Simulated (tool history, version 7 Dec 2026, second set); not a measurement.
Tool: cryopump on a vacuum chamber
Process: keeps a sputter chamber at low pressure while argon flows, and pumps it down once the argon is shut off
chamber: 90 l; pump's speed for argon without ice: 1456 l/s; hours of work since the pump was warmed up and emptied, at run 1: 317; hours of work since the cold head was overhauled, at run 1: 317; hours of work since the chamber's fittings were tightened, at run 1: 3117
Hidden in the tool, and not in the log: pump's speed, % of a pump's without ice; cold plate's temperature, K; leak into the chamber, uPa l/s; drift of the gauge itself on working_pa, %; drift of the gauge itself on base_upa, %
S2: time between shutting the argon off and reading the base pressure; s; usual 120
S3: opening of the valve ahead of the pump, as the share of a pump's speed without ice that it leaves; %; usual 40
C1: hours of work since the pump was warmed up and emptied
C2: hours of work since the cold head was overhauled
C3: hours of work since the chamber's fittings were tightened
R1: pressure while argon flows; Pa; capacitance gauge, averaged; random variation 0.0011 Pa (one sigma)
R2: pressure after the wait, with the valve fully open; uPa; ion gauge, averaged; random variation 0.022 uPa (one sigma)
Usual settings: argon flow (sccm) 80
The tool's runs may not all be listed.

run 1 day=0.000 | argon_flow_(sccm)=80 S2=120 S3=40 | C1=317 C2=317 C3=3117 | R1=0.2394 R2=1.51
run 2 day=1.383 | argon_flow_(sccm)=80 S2=120 S3=40 | C1=333 C2=333 C3=3133 | R1=0.2435 R2=1.49
run 3 day=2.225 | argon_flow_(sccm)=80 S2=120 S3=40 | C1=343 C2=343 C3=3143 | R1=0.2398 R2=1.54
run 4 day=3.512 | argon_flow_(sccm)=80 S2=120 S3=40 | C1=358 C2=358 C3=3158 | R1=0.2406 R2=1.48
run 5 day=5.167 | argon_flow_(sccm)=80 S2=120 S3=40 | C1=377 C2=377 C3=3177 | R1=0.2419 R2=1.49
run 6 day=6.562 | argon_flow_(sccm)=80 S2=120 S3=40 | C1=393 C2=393 C3=3193 | R1=0.2443 R2=1.53
run 7 day=8.279 | argon_flow_(sccm)=80 S2=120 S3=40 | C1=412 C2=412 C3=3212 | R1=0.2456 R2=1.51
run 8 day=9.271 | argon_flow_(sccm)=80 S2=120 S3=40 | C1=424 C2=424 C3=3224 | R1=0.2438 R2=1.56
run 9 day=10.350 | argon_flow_(sccm)=80 S2=120 S3=40 | C1=436 C2=436 C3=3236 | R1=0.2433 R2=1.55
run 10 day=12.233 | argon_flow_(sccm)=80 S2=120 S3=40 | C1=458 C2=458 C3=3258 | R1=0.2447 R2=1.59
run 11 day=14.171 | argon_flow_(sccm)=80 S2=120 S3=40 | C1=480 C2=480 C3=3280 | R1=0.2461 R2=1.56
run 12 day=15.312 | argon_flow_(sccm)=80 S2=120 S3=40 | C1=493 C2=493 C3=3293 | R1=0.2462 R2=1.55
run 13 day=16.338 | argon_flow_(sccm)=80 S2=120 S3=40 | C1=505 C2=505 C3=3305 | R1=0.2466 R2=1.61
-- day=18.300 pump warmed up, emptied and cooled again
run 14 day=18.354 | argon_flow_(sccm)=80 S2=120 S3=40 | C1=1 C2=526 C3=3326 | R1=0.2347 R2=1.52
run 15 day=19.788 | argon_flow_(sccm)=80 S2=120 S3=40 | C1=17 C2=542 C3=3342 | R1=0.2323 R2=1.47
run 16 day=21.342 | argon_flow_(sccm)=80 S2=120 S3=40 | C1=35 C2=560 C3=3360 | R1=0.2345 R2=1.49
-- day=21.779 leaking fittings of the chamber tightened, without venting
run 17 day=22.525 | argon_flow_(sccm)=80 S2=126 S3=40 | C1=48 C2=572 C3=9 | R1=0.2332 R2=0.56
run 18 day=24.154 | argon_flow_(sccm)=72 S2=59 S3=46 | C1=66 C2=591 C3=27 | R1=0.1857 R2=1.06
run 19 day=26.012 | argon_flow_(sccm)=80 S2=120 S3=20 | C1=88 C2=613 C3=49 | R1=0.4685 R2=0.62
run 20 day=27.812 | argon_flow_(sccm)=80 S2=120 S3=20 | C1=108 C2=633 C3=69 | R1=0.4654 R2=0.70
run 21 day=28.783 | argon_flow_(sccm)=80 S2=120 S3=20 | C1=119 C2=644 C3=80 | R1=0.4691 R2=0.63
run 22 day=30.379 | argon_flow_(sccm)=65 S2=120 S3=26 | C1=138 C2=663 C3=99 | R1=0.2942 R2=0.63
run 23 day=32.317 | argon_flow_(sccm)=65 S2=120 S3=26 | C1=160 C2=685 C3=121 | R1=0.2953 R2=0.66
run 24 day=33.458 | argon_flow_(sccm)=65 S2=120 S3=54 | C1=173 C2=698 C3=134 | R1=0.1437 R2=0.64
run 25 day=34.383 | argon_flow_(sccm)=80 S2=226 S3=40 | C1=184 C2=709 C3=145 | R1=0.2373 R2=0.50
run 26 day=35.542 | argon_flow_(sccm)=33 S2=183 S3=16 | C1=197 C2=722 C3=158 | R1=0.2420 R2=0.54
run 27 day=37.258 | argon_flow_(sccm)=33 S2=183 S3=16 | C1=217 C2=742 C3=178 | R1=0.2416 R2=0.51
run 28 day=38.112 | argon_flow_(sccm)=39 S2=120 S3=25 | C1=226 C2=751 C3=187 | R1=0.1860 R2=0.70
run 29 day=39.962 | argon_flow_(sccm)=45 S2=178 S3=55 | C1=248 C2=773 C3=209 | R1=0.0979 R2=0.55
run 30 day=41.321 | argon_flow_(sccm)=80 S2=27 S3=28 | C1=263 C2=788 C3=224 | R1=0.3394 R2=2.09
run 31 day=42.875 | argon_flow_(sccm)=51 S2=27 S3=52 | C1=281 C2=806 C3=242 | R1=0.1190 R2=2.08
run 32 day=44.212 | argon_flow_(sccm)=77 S2=32 S3=45 | C1=296 C2=821 C3=257 | R1=0.2053 R2=1.80
run 33 day=45.038 | argon_flow_(sccm)=77 S2=32 S3=45 | C1=306 C2=831 C3=267 | R1=0.2073 R2=1.76
run 34 day=46.288 | argon_flow_(sccm)=77 S2=32 S3=45 | C1=320 C2=845 C3=281 | R1=0.2072 R2=1.81

4 ways to go on from here, each from the tool as it stands after run 34. What would each give?
run A day=47.275 | argon_flow_(sccm)=106 S2=91 S3=28 | C1=332 C2=857 C3=293 | R1=? R2=?
run B day=47.275 | argon_flow_(sccm)=85 S2=20 S3=18 | C1=332 C2=857 C3=293 | R1=? R2=?
run C day=47.275 | argon_flow_(sccm)=80 S2=120 S3=41 | C1=332 C2=857 C3=293 | R1=? R2=?
run D day=47.275 | argon_flow_(sccm)=82 S2=87 S3=40 | C1=332 C2=857 C3=293 | R1=? R2=?

run=A R1=0.4490 R2=0.87
run=B R1=0.5604 R2=2.74
run=C R1=0.2365 R2=0.72
run=D R1=0.2472 R2=0.87
Without the tool's hidden state the same runs would have given:
run=A R1=0.4370 R2=0.75
run=B R1=0.5506 R2=2.62
run=C R1=0.2274 R2=0.61
run=D R1=0.2378 R2=0.75

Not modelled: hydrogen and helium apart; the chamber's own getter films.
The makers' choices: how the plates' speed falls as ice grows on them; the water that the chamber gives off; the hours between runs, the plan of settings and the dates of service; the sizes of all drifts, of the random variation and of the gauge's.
